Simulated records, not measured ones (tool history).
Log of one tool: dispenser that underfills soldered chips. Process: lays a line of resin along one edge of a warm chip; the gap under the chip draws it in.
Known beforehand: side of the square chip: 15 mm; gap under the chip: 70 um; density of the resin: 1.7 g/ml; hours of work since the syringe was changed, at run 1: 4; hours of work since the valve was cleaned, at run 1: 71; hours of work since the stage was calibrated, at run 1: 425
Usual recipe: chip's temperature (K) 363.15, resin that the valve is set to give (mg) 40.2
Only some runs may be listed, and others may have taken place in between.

| run | hour | chip's temperature (K) | resin that the valve is set to give (mg) | hours of work since the syringe was changed | hours of work since the valve was cleaned | hours of work since the stage was calibrated | time until the resin shows at the far edge (s) | resin that the valve gave (mg) |
|---|---|---|---|---|---|---|---|---|
| 1 | 0 | 363.15 | 40.2 | 4 | 71 | 425 | 199.7 | 37.45 |
|  | 4.6 | new syringe of resin |
| 2 | 7.8 | 363.15 | 40.2 | 2 | 77 | 431 | 171.4 | 37.33 |
|  | 14.4 | new syringe of resin |
| 3 | 18.7 | 365.15 | 40.2 | 3 | 85 | 439 | 169.8 | 36.93 |
|  | 25.1 | new syringe of resin |
| 4 | 30.3 | 365.15 | 40.2 | 4 | 93 | 447 | 184.2 | 36.78 |
|  | 35.9 | new syringe of resin |
| 5 | 38.3 | 365.15 | 40.2 | 2 | 99 | 453 | 159.4 | 36.29 |
| 6 | 44.6 | 365.15 | 40.2 | 6 | 104 | 458 | 222.1 | 36.21 |
|  | 45.8 | new syringe of resin |
| 7 | 51.3 | 365.15 | 40.2 | 4 | 109 | 463 | 186.4 | 36.03 |
|  | 56.3 | new syringe of resin |
| 8 | 64.6 | 363.15 | 41.9 | 6 | 118 | 472 | 225.2 | 37.26 |
|  | 66.3 | new syringe of resin |
|  | 67.3 | dispensing valve cleaned and set on the balance |
|  | 77.1 | new syringe of resin |
| 9 | 78.2 | 363.15 | 41.9 | 1 | 8 | 481 | 157.6 | 41.49 |
|  | 87 | new syringe of resin |
| 10 | 91.7 | 363.15 | 40.2 | 3 | 18 | 491 | 188.6 | 39.82 |
|  | 97.2 | new syringe of resin |
| 11 | 105.2 | 363.15 | 41.8 | 6 | 28 | 501 | 222.7 | 40.63 |
|  | 107.4 | new syringe of resin |
|  | 117.1 | new syringe of resin |
| 12 | 117.1 | 363.15 | 41.8 | 0 | 36 | 510 | 148 | 40.42 |
|  | 127.6 | new syringe of resin |
| 13 | 128.5 | 363.15 | 41.8 | 1 | 44 | 518 | 154.3 | 39.87 |
|  | 138.6 | new syringe of resin |
| 14 | 140.2 | 363.15 | 40.2 | 1 | 53 | 526 | 164 | 37.82 |
| 15 | 146.7 | 363.15 | 40.2 | 6 | 58 | 531 | 235.4 | 37.92 |
|  | 148.7 | new syringe of resin |
|  | 159.3 | new syringe of resin |
| 16 | 161.3 | 363.15 | 40.2 | 2 | 68 | 542 | 164.3 | 37.49 |
| 17 | 167.4 | 363.15 | 40.2 | 6 | 73 | 546 | 225 | 37.34 |
|  | 169.6 | new syringe of resin |
| 18 | 176.8 | 363.15 | 40.2 | 5 | 80 | 553 | 219.6 | 36.7 |
|  | 179.6 | new syringe of resin |
|  | 189.6 | new syringe of resin |
| 19 | 189.6 | 363.15 | 41.5 | 0 | 89 | 562 | 146.2 | 37.85 |
| 20 | 197.4 | 363.15 | 41.5 | 6 | 95 | 568 | 227 | 38.16 |
|  | 200.3 | new syringe of resin |
| 21 | 204.6 | 363.15 | 41.5 | 3 | 100 | 573 | 190.1 | 37.77 |
|  | 210.6 | new syringe of resin |
| 22 | 218.9 | 363.15 | 35.3 | 6 | 110 | 584 | 244.5 | 31.8 |
|  | 220.4 | new syringe of resin |
| 23 | 226.8 | 363.15 | 35.3 | 5 | 116 | 589 | 222.8 | 31.78 |
|  | 230.4 | new syringe of resin |
|  | 231.4 | dispensing valve cleaned and set on the balance |
|  | 241.4 | new syringe of resin |
| 24 | 242.9 | 376.15 | 40.2 | 1 | 8 | 600 | 99.6 | 39.91 |
|  | 252.1 | new syringe of resin |
| 25 | 255.7 | 376.15 | 40.2 | 3 | 18 | 610 | 109.6 | 39.7 |
|  | 262.6 | new syringe of resin |
| 26 | 269.3 | 361.15 | 52.1 | 5 | 28 | 620 | 223.8 | 50.89 |
|  | 272.7 | new syringe of resin |
| 27 | 278.4 | 374.15 | 34.2 | 4 | 34 | 626 | 142 | 33.19 |
|  | 282.8 | new syringe of resin |
|  | 293.3 | new syringe of resin |
| 28 | 293.6 | 374.15 | 47.5 | 0 | 45 | 637 | 102.1 | 45.66 |
|  | 303.7 | new syringe of resin |
| 29 | 306.8 | 373.15 | 46 | 2 | 55 | 647 | 120.1 | 43.51 |
|  | 314.2 | new syringe of resin |
| 30 | 315.6 | 358.15 | 44.3 | 1 | 61 | 653 | 190.7 | 41.75 |
|  | 324.7 | new syringe of resin |
| 31 | 324.7 | 362.15 | 47.7 | 0 | 68 | 660 | 154.1 | 44.73 |
| 32 | 332.4 | 362.15 | 47.7 | 6 | 74 | 666 | 230.2 | 44.5 |
|  | 334.7 | new syringe of resin |
| 33 | 339.2 | 348.15 | 36.5 | 3 | 78 | 670 | 345.5 | 33.76 |
|  | 345.5 | new syringe of resin |
| 34 | 348.6 | 354.15 | 44.2 | 2 | 85 | 677 | 246.7 | 40.82 |
|  | 355.7 | new syringe of resin |
| 35 | 361.8 | 354.15 | 44.2 | 5 | 95 | 687 | 294.7 | 40.5 |

Predict each of these 3 candidate next runs independently; none follows another, all start after run 35:
|  | 365.9 | new syringe of resin |
|  | 376 | new syringe of resin |
| A | 376.3 | 367.15 | 36.6 | 0 | 105 | 697 | ? | ? |
|  | 365.9 | new syringe of resin |
|  | 376 | new syringe of resin |
| B | 376.3 | 370.15 | 43.3 | 0 | 105 | 697 | ? | ? |
|  | 365.9 | new syringe of resin |
|  | 376 | new syringe of resin |
| C | 376.3 | 354.15 | 46.2 | 0 | 105 | 697 | ? | ? |

| run | time until the resin shows at the far edge (s) | resin that the valve gave (mg) |
|---|---|---|
| A | 136.4 | 33.19 |
| B | 118.7 | 39.08 |
| C | 217 | 41.92 |
Without the tool's hidden state the same runs would have given:
| run | time until the resin shows at the far edge (s) | resin that the valve gave (mg) |
|---|---|---|
| A | 122.6 | 36.7 |
| B | 108.4 | 43.22 |
| C | 198 | 46.35 |

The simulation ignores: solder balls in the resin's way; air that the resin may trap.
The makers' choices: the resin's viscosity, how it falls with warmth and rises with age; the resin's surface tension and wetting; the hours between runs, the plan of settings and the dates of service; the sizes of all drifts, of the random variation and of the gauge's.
